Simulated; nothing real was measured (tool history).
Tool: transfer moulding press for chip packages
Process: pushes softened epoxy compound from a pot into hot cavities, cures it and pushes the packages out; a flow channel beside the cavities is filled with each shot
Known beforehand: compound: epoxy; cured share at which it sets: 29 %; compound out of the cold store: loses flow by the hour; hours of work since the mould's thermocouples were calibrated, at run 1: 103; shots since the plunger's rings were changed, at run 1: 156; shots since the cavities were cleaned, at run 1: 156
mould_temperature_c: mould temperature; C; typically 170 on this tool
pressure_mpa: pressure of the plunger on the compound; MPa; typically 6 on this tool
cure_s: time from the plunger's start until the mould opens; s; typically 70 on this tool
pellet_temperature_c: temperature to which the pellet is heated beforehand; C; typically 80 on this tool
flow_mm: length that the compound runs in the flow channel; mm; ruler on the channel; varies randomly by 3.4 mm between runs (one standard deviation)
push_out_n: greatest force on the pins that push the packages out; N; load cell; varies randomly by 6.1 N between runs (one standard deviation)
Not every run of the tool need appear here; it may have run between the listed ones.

| run | day | mould_temperature_c | pressure_mpa | cure_s | pellet_temperature_c | hours of work since the mould's thermocouples were calibrated | shots since the plunger's rings were changed | shots since the cavities were cleaned | incoming compound's hours out of the cold store | flow_mm | push_out_n |
|---|---|---|---|---|---|---|---|---|---|---|---|
| 1 | 0 | 170 | 6 | 70 | 80 | 103 | 156 | 156 | 25.9 | 689 | 261 |
| 2 | 1.2 | 170 | 6 | 70 | 80 | 122 | 635 | 635 | 27.8 | 674 | 316 |
|  | 2.138 | cavities cleaned with cleaning compound and waxed |
| 3 | 2.629 | 170 | 6 | 70 | 80 | 145 | 1180 | 196 | 32.7 | 663 | 261 |
| 4 | 3.842 | 170 | 5.19 | 70 | 80 | 165 | 1664 | 680 | 37.8 | 607 | 305 |
|  | 4.571 | cavities cleaned with cleaning compound and waxed |
| 5 | 4.804 | 170 | 5.19 | 70 | 76 | 179 | 2024 | 93 | 42.9 | 590 | 238 |
| 6 | 6.029 | 170 | 6 | 70 | 80 | 199 | 2512 | 581 | 35.9 | 643 | 294 |
|  | 6.988 | plunger's sealing rings changed |
| 7 | 6.988 | 170 | 6 | 70 | 74 | 213 | 0 | 922 | 24 | 698 | 342 |
|  | 7.133 | cavities cleaned with cleaning compound and waxed |
| 8 | 8.058 | 166 | 6 | 70 | 80 | 230 | 403 | 369 | 20.3 | 708 | 358 |
| 9 | 8.783 | 166 | 6 | 70 | 80 | 242 | 692 | 658 | 23.4 | 697 | 393 |
|  | 9.558 | cavities cleaned with cleaning compound and waxed |
| 10 | 9.938 | 170 | 6 | 94 | 80 | 260 | 1128 | 152 | 10.5 | 712 | 211 |
| 11 | 11.088 | 170 | 6 | 94 | 80 | 278 | 1586 | 610 | 37.4 | 652 | 255 |
|  | 11.988 | cavities cleaned with cleaning compound and waxed |
| 12 | 12.075 | 170 | 6 | 53 | 80 | 293 | 1956 | 35 | 21.5 | 679 | 477 |
| 13 | 13.146 | 170 | 6 | 53 | 80 | 311 | 2383 | 462 | 31.6 | 656 | 594 |
| 14 | 14.279 | 170 | 6 | 53 | 73 | 330 | 2836 | 915 | 34.4 | 646 | 685 |
|  | 14.45 | plunger's sealing rings changed |
|  | 14.512 | cavities cleaned with cleaning compound and waxed |
| 15 | 15.462 | 170 | 6.77 | 70 | 79 | 346 | 380 | 380 | 16.3 | 751 | 284 |
| 16 | 16.421 | 175 | 5.67 | 86 | 89 | 362 | 762 | 762 | 34.9 | 630 | 248 |
|  | 16.996 | cavities cleaned with cleaning compound and waxed |
| 17 | 17.608 | 163 | 6.22 | 71 | 82 | 380 | 1210 | 244 | 28.2 | 688 | 384 |
| 18 | 18.288 | 169 | 6 | 64 | 80 | 391 | 1482 | 516 | 30.2 | 662 | 384 |
| 19 | 18.929 | 170 | 6 | 66 | 80 | 402 | 1738 | 772 | 38.6 | 641 | 346 |
|  | 19.492 | cavities cleaned with cleaning compound and waxed |
| 20 | 20.075 | 171 | 6.84 | 63 | 78 | 420 | 2170 | 233 | 12.2 | 734 | 327 |
| 21 | 21.329 | 177 | 6 | 70 | 80 | 440 | 2671 | 734 | 38 | 626 | 254 |
|  | 21.592 | mould's thermocouples calibrated |
|  | 22.004 | plunger's sealing rings changed |
|  | 22.146 | cavities cleaned with cleaning compound and waxed |
| 22 | 22.921 | 171 | 6 | 90 | 80 | 19 | 340 | 309 | 18.5 | 707 | 215 |
| 23 | 23.742 | 171 | 5.14 | 90 | 84 | 32 | 668 | 637 | 47 | 593 | 244 |
| 24 | 24.454 | 171 | 5.14 | 90 | 84 | 44 | 952 | 921 | 24.4 | 633 | 254 |
|  | 24.646 | cavities cleaned with cleaning compound and waxed |
| 25 | 25.488 | 171 | 5.14 | 90 | 84 | 60 | 1339 | 335 | 27.7 | 624 | 225 |
| 26 | 26.05 | 166 | 5.47 | 55 | 84 | 69 | 1564 | 560 | 32.2 | 637 | 676 |
|  | 27.121 | cavities cleaned with cleaning compound and waxed |
| 27 | 27.121 | 166 | 5.47 | 55 | 84 | 86 | 1967 | 0 | 18.2 | 664 | 557 |

Each row is a separate what-if for the run after 27, all from the same tool condition, not one after another. Results?
| A | 28.171 | 170 | 5.3 | 70 | 83 | 103 | 2386 | 419 | 15.4 | ? | ? |
| B | 28.171 | 165 | 6 | 55 | 77 | 103 | 2386 | 419 | 18.3 | ? | ? |
| C | 28.171 | 170 | 6 | 70 | 76 | 103 | 2386 | 419 | 38.9 | ? | ? |

| run | flow_mm | push_out_n |
|---|---|---|
| A | 647 | 291 |
| B | 687 | 730 |
| C | 646 | 294 |
With no hidden state in the tool, these same runs would have given:
| run | flow_mm | push_out_n |
|---|---|---|
| A | 673 | 238 |
| B | 715 | 598 |
| C | 672 | 240 |
